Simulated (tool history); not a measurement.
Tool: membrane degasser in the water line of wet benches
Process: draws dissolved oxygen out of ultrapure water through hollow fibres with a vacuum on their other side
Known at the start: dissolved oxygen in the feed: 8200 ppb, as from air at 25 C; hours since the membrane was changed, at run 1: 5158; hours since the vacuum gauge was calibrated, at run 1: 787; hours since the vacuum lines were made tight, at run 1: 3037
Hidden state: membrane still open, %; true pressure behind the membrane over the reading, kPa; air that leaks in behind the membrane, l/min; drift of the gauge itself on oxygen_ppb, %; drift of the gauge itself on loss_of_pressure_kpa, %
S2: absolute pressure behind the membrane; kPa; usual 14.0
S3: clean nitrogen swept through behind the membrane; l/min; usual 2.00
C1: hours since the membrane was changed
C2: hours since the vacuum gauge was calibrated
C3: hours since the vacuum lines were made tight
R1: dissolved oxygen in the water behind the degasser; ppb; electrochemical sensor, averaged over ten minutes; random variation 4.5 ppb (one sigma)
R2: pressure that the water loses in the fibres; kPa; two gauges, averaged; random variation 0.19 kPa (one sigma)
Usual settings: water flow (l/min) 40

Run 1, hour 0.0: usual settings; C1 5158; C2 787; C3 3037. Result: R1 637.6 ppb, R2 41.88 kPa.
Run 2, hour 82.7: usual settings but water flow (l/min) 39; C1 5241; C2 870; C3 3119. Result: R1 611.5 ppb, R2 40.74 kPa.
Run 3, hour 147.0: usual settings but water flow (l/min) 42; C1 5305; C2 934; C3 3184. Result: R1 673.1 ppb, R2 43.92 kPa.
Run 4, hour 209.5: usual settings but water flow (l/min) 42; C1 5368; C2 997; C3 3246. Result: R1 667.8 ppb, R2 44.08 kPa.
Run 5, hour 299.9: usual settings but water flow (l/min) 42; C1 5458; C2 1087; C3 3336. Result: R1 676.9 ppb, R2 43.96 kPa.
Run 6, hour 384.9: usual settings but water flow (l/min) 42; C1 5543; C2 1172; C3 3421. Result: R1 677.6 ppb, R2 43.84 kPa.
Run 7, hour 484.5: usual settings but S3 1.98 l/min; C1 5643; C2 1272; C3 3521. Result: R1 646.3 ppb, R2 42.08 kPa.
Run 8, hour 550.2: usual settings but S3 1.98 l/min; C1 5708; C2 1338; C3 3587. Result: R1 648.4 ppb, R2 42.08 kPa.
Run 9, hour 672.4: usual settings but S3 1.98 l/min; C1 5831; C2 1460; C3 3709. Result: R1 643.4 ppb, R2 41.87 kPa.
Run 10, hour 788.6: usual settings but S3 1.98 l/min; C1 5947; C2 1576; C3 3825. Result: R1 654.8 ppb, R2 42.20 kPa.
Run 11, hour 902.1: usual settings but S3 1.98 l/min; C1 6060; C2 1689; C3 3939. Result: R1 647.9 ppb, R2 41.81 kPa.
Run 12, hour 1050.3: usual settings but S3 1.98 l/min; C1 6209; C2 1838; C3 4087. Result: R1 653.6 ppb, R2 42.25 kPa.
Run 13, hour 1151.8: usual settings but S3 1.98 l/min; C1 6310; C2 1939; C3 4188. Result: R1 648.4 ppb, R2 42.17 kPa.
Run 14, hour 1230.8: usual settings but S2 27.8 kPa, S3 1.98 l/min; C1 6389; C2 2018; C3 4267. Result: R1 1166.3 ppb, R2 42.12 kPa.
Run 15, hour 1334.5: usual settings but S2 27.8 kPa, S3 1.98 l/min; C1 6493; C2 2122; C3 4371. Result: R1 1162.2 ppb, R2 42.27 kPa.
Run 16, hour 1405.0: usual settings but S2 27.8 kPa, S3 1.98 l/min; C1 6563; C2 2192; C3 4442. Result: R1 1180.0 ppb, R2 42.19 kPa.
At hour 1417.9: vacuum gauge calibrated.
Run 17, hour 1542.9: usual settings but S2 27.8 kPa, S3 1.01 l/min; C1 6701; C2 125; C3 4579. Result: R1 1795.8 ppb, R2 42.22 kPa.
Run 18, hour 1631.7: usual settings but S2 27.8 kPa, S3 1.01 l/min; C1 6789; C2 214; C3 4668. Result: R1 1775.9 ppb, R2 42.36 kPa.
Run 19, hour 1721.8: usual settings but S2 8.8 kPa, S3 4.39 l/min; C1 6880; C2 304; C3 4758. Result: R1 330.9 ppb, R2 42.33 kPa.
Run 20, hour 1800.6: usual settings but water flow (l/min) 38, S2 12.6 kPa, S3 3.21 l/min; C1 6958; C2 383; C3 4837. Result: R1 446.7 ppb, R2 40.52 kPa.
Run 21, hour 1889.9: usual settings but water flow (l/min) 38, S2 12.6 kPa, S3 3.21 l/min; C1 7048; C2 472; C3 4926. Result: R1 441.0 ppb, R2 40.62 kPa.
Run 22, hour 2032.0: usual settings but water flow (l/min) 30, S3 4.55 l/min; C1 7190; C2 614; C3 5068. Result: R1 293.8 ppb, R2 31.84 kPa.
At hour 2092.2: vacuum gauge calibrated, once more.
Run 23, hour 2095.9: usual settings but water flow (l/min) 30, S3 4.55 l/min; C1 7253; C2 4; C3 5131. Result: R1 287.2 ppb, R2 32.00 kPa.
Run 24, hour 2215.4: usual settings but S3 1.13 l/min; C1 7373; C2 123; C3 5251. Result: R1 904.8 ppb, R2 42.98 kPa.
Run 25, hour 2322.6: usual settings but water flow (l/min) 33, S2 11.8 kPa, S3 1.10 l/min; C1 7480; C2 230; C3 5358. Result: R1 643.2 ppb, R2 35.27 kPa.

The next listed run, before its measurement:
Run 26, hour 2457.9: usual settings but water flow (l/min) 33, S2 21.9 kPa, S3 3.23 l/min; C1 7615; C2 366; C3 5494. Result: R1 ?, R2 ?.

R1: 564.5 ppb
R2: 35.37 kPa
Without the tool's hidden state the same run would have given R1 524.1 ppb, R2 33.20 kPa.

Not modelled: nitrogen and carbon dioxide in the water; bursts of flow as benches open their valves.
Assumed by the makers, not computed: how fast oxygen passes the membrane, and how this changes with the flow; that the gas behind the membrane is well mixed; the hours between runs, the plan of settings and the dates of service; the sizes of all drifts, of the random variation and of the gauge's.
